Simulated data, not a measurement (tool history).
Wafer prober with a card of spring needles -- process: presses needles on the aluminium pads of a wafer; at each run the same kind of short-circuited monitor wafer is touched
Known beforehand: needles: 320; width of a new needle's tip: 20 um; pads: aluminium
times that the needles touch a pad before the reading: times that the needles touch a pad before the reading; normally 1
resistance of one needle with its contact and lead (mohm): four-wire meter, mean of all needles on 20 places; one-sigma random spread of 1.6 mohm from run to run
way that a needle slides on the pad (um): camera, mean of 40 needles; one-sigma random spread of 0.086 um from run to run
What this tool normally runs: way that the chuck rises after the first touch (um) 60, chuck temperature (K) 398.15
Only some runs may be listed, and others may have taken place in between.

run,hour,way that the chuck rises after the first touch (um),chuck temperature (K),times that the needles touch a pad before the reading,resistance of one needle with its contact and lead (mohm),way that a needle slides on the pad (um)
1,0,60,398.15,1,205,15.2
# hour 5: tips cleaned on abrasive film
# hour 11.2: tips cleaned on abrasive film
# hour 17.3: tips cleaned on abrasive film
# hour 23.5: tips cleaned on abrasive film
# hour 29.7: tips cleaned on abrasive film
# hour 35.9: tips cleaned on abrasive film
# hour 40.9: tips cleaned on abrasive film
# hour 47.1: tips cleaned on abrasive film
# hour 53.3: tips cleaned on abrasive film
# hour 58.6: tips cleaned on abrasive film
2,58.6,60,398.15,1,186,15.02
# hour 64.7: tips cleaned on abrasive film
# hour 70.9: tips cleaned on abrasive film
# hour 77.1: tips cleaned on abrasive film
# hour 82.1: tips cleaned on abrasive film
# hour 88.3: tips cleaned on abrasive film
# hour 94.5: tips cleaned on abrasive film
# hour 100.7: tips cleaned on abrasive film
3,100.7,60,398.15,1,184,14.66
# hour 105.7: tips cleaned on abrasive film
# hour 111.8: tips cleaned on abrasive film
# hour 118: tips cleaned on abrasive film
# hour 123: tips cleaned on abrasive film
# hour 129.2: tips cleaned on abrasive film
# hour 135.4: tips cleaned on abrasive film
# hour 140.3: tips cleaned on abrasive film
4,141.2,60,398.15,1,217,14.51
# hour 146.2: tips cleaned on abrasive film
# hour 152.4: tips cleaned on abrasive film
# hour 157.4: tips cleaned on abrasive film
# hour 163.5: tips cleaned on abrasive film
# hour 169.7: tips cleaned on abrasive film
# hour 175.9: tips cleaned on abrasive film
# hour 182.1: tips cleaned on abrasive film
# hour 187.6: tips cleaned on abrasive film
5,187.6,60,398.15,1,184,14.46
# hour 192.6: tips cleaned on abrasive film
# hour 198.8: tips cleaned on abrasive film
# hour 205: tips cleaned on abrasive film
# hour 211.2: tips cleaned on abrasive film
# hour 217.4: tips cleaned on abrasive film
6,218.9,60,398.15,1,255,14.24
# hour 222.6: tips cleaned on abrasive film
# hour 228.8: tips cleaned on abrasive film
# hour 235: tips cleaned on abrasive film
# hour 241.2: tips cleaned on abrasive film
# hour 247.4: tips cleaned on abrasive film
# hour 253.6: tips cleaned on abrasive film
# hour 259.8: tips cleaned on abrasive film
# hour 266: tips cleaned on abrasive film
# hour 270.9: tips cleaned on abrasive film
# hour 276.5: tips cleaned on abrasive film
7,276.5,60,398.15,1,187,14.11
# hour 282.7: tips cleaned on abrasive film
# hour 288.9: tips cleaned on abrasive film
# hour 295.1: tips cleaned on abrasive film
# hour 300.1: tips cleaned on abrasive film
# hour 306.3: tips cleaned on abrasive film
# hour 312.4: tips cleaned on abrasive film
# hour 318.6: tips cleaned on abrasive film
# hour 323.7: height of the first contact set anew
8,323.7,60,398.15,1,360,13.35
# hour 325: tips cleaned on abrasive film
# hour 331.2: tips cleaned on abrasive film
# hour 337.4: tips cleaned on abrasive film
# hour 343.6: tips cleaned on abrasive film
# hour 349.8: tips cleaned on abrasive film
# hour 354.8: tips cleaned on abrasive film
# hour 361: tips cleaned on abrasive film
# hour 366.7: tips cleaned on abrasive film
9,366.7,60,398.15,1,203,13.06
# hour 371.7: tips cleaned on abrasive film
# hour 377.9: tips cleaned on abrasive film
# hour 382.8: tips cleaned on abrasive film
# hour 389: tips cleaned on abrasive film
# hour 395.2: tips cleaned on abrasive film
# hour 400.2: tips cleaned on abrasive film
# hour 406.4: tips cleaned on abrasive film
# hour 412.6: tips cleaned on abrasive film
10,417.1,60,398.15,1,371,12.74
# hour 418.4: tips cleaned on abrasive film
# hour 424.6: tips cleaned on abrasive film
# hour 430.8: tips cleaned on abrasive film
# hour 436.9: tips cleaned on abrasive film
# hour 441.9: tips cleaned on abrasive film
# hour 448.1: tips cleaned on abrasive film
# hour 454.3: tips cleaned on abrasive film
# hour 460.5: tips cleaned on abrasive film
11,463,50,332.15,1,438,10.16
# hour 465.5: tips cleaned on abrasive film
# hour 471.7: tips cleaned on abrasive film
# hour 477.9: tips cleaned on abrasive film
# hour 482.8: tips cleaned on abrasive film
# hour 489: tips cleaned on abrasive film
# hour 490.5: height of the first contact set anew, once more
# hour 494.3: tips cleaned on abrasive film
12,498.6,49,323.15,2,308,12.41
# hour 499.9: tips cleaned on abrasive film
# hour 506.1: tips cleaned on abrasive film
# hour 511.1: tips cleaned on abrasive film
# hour 517.3: tips cleaned on abrasive film
# hour 523.5: tips cleaned on abrasive film
# hour 528.4: tips cleaned on abrasive film
13,530.6,47,323.15,2,266,11.78
# hour 534.4: tips cleaned on abrasive film
# hour 540.5: tips cleaned on abrasive film
# hour 545.5: tips cleaned on abrasive film
# hour 551.7: tips cleaned on abrasive film
# hour 557.9: tips cleaned on abrasive film
# hour 564.1: tips cleaned on abrasive film
# hour 570.3: tips cleaned on abrasive film
14,573,48,390.15,1,351,11.77
# hour 575.5: tips cleaned on abrasive film
# hour 581.7: tips cleaned on abrasive film
# hour 586.7: tips cleaned on abrasive film
# hour 592.9: tips cleaned on abrasive film
# hour 599.1: tips cleaned on abrasive film
15,599.3,40,378.15,2,223,9.65
# hour 604.2: tips cleaned on abrasive film
# hour 609.2: tips cleaned on abrasive film
# hour 615.4: tips cleaned on abrasive film
# hour 621.6: tips cleaned on abrasive film
# hour 627.8: tips cleaned on abrasive film
# hour 632.7: tips cleaned on abrasive film
# hour 638.9: tips cleaned on abrasive film
# hour 643.9: tips cleaned on abrasive film
# hour 650.1: tips cleaned on abrasive film
# hour 655.6: tips cleaned on abrasive film
16,655.6,60,374.15,1,191,14.68
# hour 661.8: tips cleaned on abrasive film
# hour 666.7: tips cleaned on abrasive film
# hour 672.9: tips cleaned on abrasive film
# hour 679.1: tips cleaned on abrasive film
# hour 685.3: tips cleaned on abrasive film
# hour 691.5: tips cleaned on abrasive film
# hour 697.7: tips cleaned on abrasive film
# hour 703.9: tips cleaned on abrasive film
# hour 710.1: tips cleaned on abrasive film
17,714,60,343.15,1,349,14.11
# hour 715.3: tips cleaned on abrasive film
# hour 721.5: tips cleaned on abrasive film
# hour 727.7: tips cleaned on abrasive film
# hour 732.7: tips cleaned on abrasive film
# hour 737.6: tips cleaned on abrasive film
18,740.7,65,342.15,1,294,15.4
# hour 743.2: tips cleaned on abrasive film
# hour 749.4: tips cleaned on abrasive film
# hour 755.6: tips cleaned on abrasive film
# hour 760.6: tips cleaned on abrasive film
# hour 766.8: tips cleaned on abrasive film
# hour 772.9: tips cleaned on abrasive film
# hour 779.1: tips cleaned on abrasive film
# hour 784.1: tips cleaned on abrasive film
# hour 790.3: tips cleaned on abrasive film
19,793.1,40,398.15,3,328,8.89

Run 20, settings as shown, results not yet in. Your forecast:
# hour 795.7: tips cleaned on abrasive film
# hour 801.9: tips cleaned on abrasive film
# hour 808: tips cleaned on abrasive film
# hour 814.2: tips cleaned on abrasive film
# hour 818.2: height of the first contact set anew
# hour 820.7: tips cleaned on abrasive film
# hour 826.9: tips cleaned on abrasive film
# hour 833.1: tips cleaned on abrasive film
# hour 838.1: tips cleaned on abrasive film
# hour 844.3: tips cleaned on abrasive film
# hour 849.2: tips cleaned on abrasive film
# hour 855.4: tips cleaned on abrasive film
20,856,51,318.15,1,?,?

resistance of one needle with its contact and lead (mohm): 227
way that a needle slides on the pad (um): 12.84
With the hidden condition absent and the run-to-run variation left alone, this run would have shown resistance of one needle with its contact and lead (mohm) 151, way that a needle slides on the pad (um) 13.
